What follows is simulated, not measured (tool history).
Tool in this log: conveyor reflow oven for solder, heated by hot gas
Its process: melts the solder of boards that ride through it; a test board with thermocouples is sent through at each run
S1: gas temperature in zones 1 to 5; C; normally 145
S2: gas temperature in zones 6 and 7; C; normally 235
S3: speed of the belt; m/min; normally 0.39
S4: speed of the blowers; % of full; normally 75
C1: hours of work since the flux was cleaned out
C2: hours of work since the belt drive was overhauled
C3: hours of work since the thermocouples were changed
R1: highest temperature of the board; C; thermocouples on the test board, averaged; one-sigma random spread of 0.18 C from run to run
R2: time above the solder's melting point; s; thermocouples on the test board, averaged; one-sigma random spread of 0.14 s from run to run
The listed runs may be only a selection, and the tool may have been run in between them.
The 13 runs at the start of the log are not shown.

run 14 day=24.233 | S1=145 S2=235 S3=0.318 S4=75 | C1=70 C2=716 C3=637 | R1=228.6 R2=101.4
run 15 day=26.075 | S1=145 S2=224 S3=0.318 S4=75 | C1=96 C2=741 C3=663 | R1=218.2 R2=94.1
-- day=26.938 thermocouples of zones 6 and 7 changed
run 16 day=27.404 | S1=156 S2=235 S3=0.339 S4=68 | C1=113 C2=759 C3=7 | R1=227.7 R2=99.4
run 17 day=29.838 | S1=156 S2=239 S3=0.311 S4=68 | C1=147 C2=792 C3=40 | R1=233 R2=112
run 18 day=31.317 | S1=145 S2=235 S3=0.349 S4=56 | C1=168 C2=813 C3=61 | R1=224.5 R2=88.4
run 19 day=33.45 | S1=145 S2=235 S3=0.349 S4=56 | C1=198 C2=843 C3=91 | R1=224.7 R2=88.3
run 20 day=34.662 | S1=145 S2=232 S3=0.423 S4=56 | C1=215 C2=860 C3=108 | R1=216.3 R2=66
run 21 day=35.954 | S1=155 S2=232 S3=0.329 S4=56 | C1=233 C2=878 C3=126 | R1=224.2 R2=99.7
run 22 day=37.917 | S1=145 S2=235 S3=0.39 S4=69 | C1=260 C2=905 C3=153 | R1=223.5 R2=78.2
-- day=38.479 flux residue cleaned out of gas plates and filters
run 23 day=40.612 | S1=145 S2=235 S3=0.393 S4=59 | C1=30 C2=940 C3=188 | R1=221.9 R2=76
run 24 day=41.862 | S1=145 S2=235 S3=0.34 S4=66 | C1=47 C2=957 C3=205 | R1=226.4 R2=92.9
run 25 day=43.558 | S1=145 S2=235 S3=0.34 S4=66 | C1=71 C2=981 C3=229 | R1=226.7 R2=92.9
run 26 day=45.042 | S1=145 S2=235 S3=0.457 S4=75 | C1=91 C2=1001 C3=249 | R1=220.3 R2=64.1
run 27 day=46.646 | S1=139 S2=244 S3=0.406 S4=53 | C1=114 C2=1024 C3=272 | R1=226.7 R2=74.2
run 28 day=48.192 | S1=139 S2=244 S3=0.406 S4=53 | C1=135 C2=1045 C3=293 | R1=226.5 R2=74.1
run 29 day=50.771 | S1=139 S2=244 S3=0.406 S4=53 | C1=171 C2=1081 C3=329 | R1=226.2 R2=74.3
run 30 day=53.529 | S1=145 S2=235 S3=0.39 S4=53 | C1=210 C2=1120 C3=368 | R1=220.9 R2=75.8

Predict each of these 4 candidate next runs independently; none follows another, all start after run 30:
run A day=54.788 | S1=145 S2=235 S3=0.38 S4=53 | C1=227 C2=1137 C3=385 | R1=? R2=?
run B day=54.788 | S1=145 S2=235 S3=0.39 S4=58 | C1=227 C2=1137 C3=385 | R1=? R2=?
run C day=54.788 | S1=131 S2=235 S3=0.39 S4=75 | C1=227 C2=1137 C3=385 | R1=? R2=?
run D day=54.788 | S1=143 S2=227 S3=0.39 S4=53 | C1=227 C2=1137 C3=385 | R1=? R2=?

run=A R1=221.7 R2=78.6
run=B R1=221.9 R2=76.7
run=C R1=222.8 R2=72.5
run=D R1=213.6 R2=68.4
The same runs, with their run-to-run variation unchanged, on a tool lacking any hidden condition would have given:
run=A R1=221.7 R2=78.6
run=B R1=221.9 R2=76.7
run=C R1=222.9 R2=72.5
run=D R1=213.7 R2=68.4

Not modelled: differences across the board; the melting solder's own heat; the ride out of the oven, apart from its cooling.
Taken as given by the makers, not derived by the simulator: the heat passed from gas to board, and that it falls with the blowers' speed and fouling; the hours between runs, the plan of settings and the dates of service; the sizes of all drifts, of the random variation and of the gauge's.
